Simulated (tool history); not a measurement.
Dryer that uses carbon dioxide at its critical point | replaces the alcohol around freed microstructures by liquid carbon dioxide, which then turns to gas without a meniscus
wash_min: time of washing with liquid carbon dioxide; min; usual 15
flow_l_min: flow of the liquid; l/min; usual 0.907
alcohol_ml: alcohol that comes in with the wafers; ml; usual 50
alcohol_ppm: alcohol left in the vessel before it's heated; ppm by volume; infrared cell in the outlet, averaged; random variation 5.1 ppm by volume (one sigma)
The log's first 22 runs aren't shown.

| run | hour | wash_min | flow_l_min | alcohol_ml | alcohol_ppm |
|---|---|---|---|---|---|
|  | 615.7 | inlet filter changed |
| 23 | 619.1 | 15 | 0.907 | 50 | 103 |
| 24 | 645.0 | 13 | 0.656 | 106 | 1049 |
| 25 | 669.0 | 13 | 0.656 | 106 | 1072 |
| 26 | 684.8 | 18 | 1.269 | 36 | 64 |
| 27 | 712.7 | 16 | 1.193 | 93 | 70 |
| 28 | 737.6 | 16 | 0.907 | 72 | 116 |
| 29 | 770.9 | 23 | 0.783 | 74 | 75 |
| 30 | 803.8 | 18 | 0.907 | 38 | 79 |
| 31 | 827.7 | 18 | 0.907 | 117 | 108 |
| 32 | 856.3 | 9 | 0.812 | 24 | 494 |
| 33 | 874.8 | 9 | 0.907 | 50 | 687 |
| 34 | 899.1 | 11 | 0.834 | 50 | 465 |
| 35 | 930.4 | 9 | 0.667 | 32 | 1145 |
| 36 | 962.6 | 17 | 1.096 | 32 | 71 |
| 37 | 993.9 | 17 | 1.265 | 78 | 79 |
| 38 | 1011.5 | 11 | 1.265 | 78 | 162 |
| 39 | 1026.3 | 19 | 0.600 | 50 | 234 |
| 40 | 1042.8 | 20 | 0.907 | 50 | 86 |
| 41 | 1077.1 | 10 | 0.882 | 59 | 663 |
| 42 | 1103.3 | 9 | 1.457 | 50 | 164 |
| 43 | 1132.4 | 9 | 0.835 | 48 | 987 |
| 44 | 1168.6 | 12 | 0.902 | 65 | 374 |
| 45 | 1191.6 | 10 | 0.666 | 21 | 648 |
| 46 | 1227.4 | 10 | 0.648 | 57 | 1783 |

5 ways to go on from here, each from the tool as it stands after run 46. What would each give?
| A | 1244.8 | 11 | 0.648 | 57 | ? |
| B | 1244.8 | 9 | 0.907 | 80 | ? |
| C | 1244.8 | 10 | 0.889 | 57 | ? |
| D | 1244.8 | 16 | 0.648 | 57 | ? |
| E | 1244.8 | 16 | 0.648 | 57 | ? |

| run | alcohol_ppm |
|---|---|
| A | 1349 |
| B | 1251 |
| C | 686 |
| D | 396 |
| E | 404 |
Without the tool's hidden state the same runs would have given:
| run | alcohol_ppm |
|---|---|
| A | 1006 |
| B | 895 |
| C | 451 |
| D | 225 |
| E | 234 |
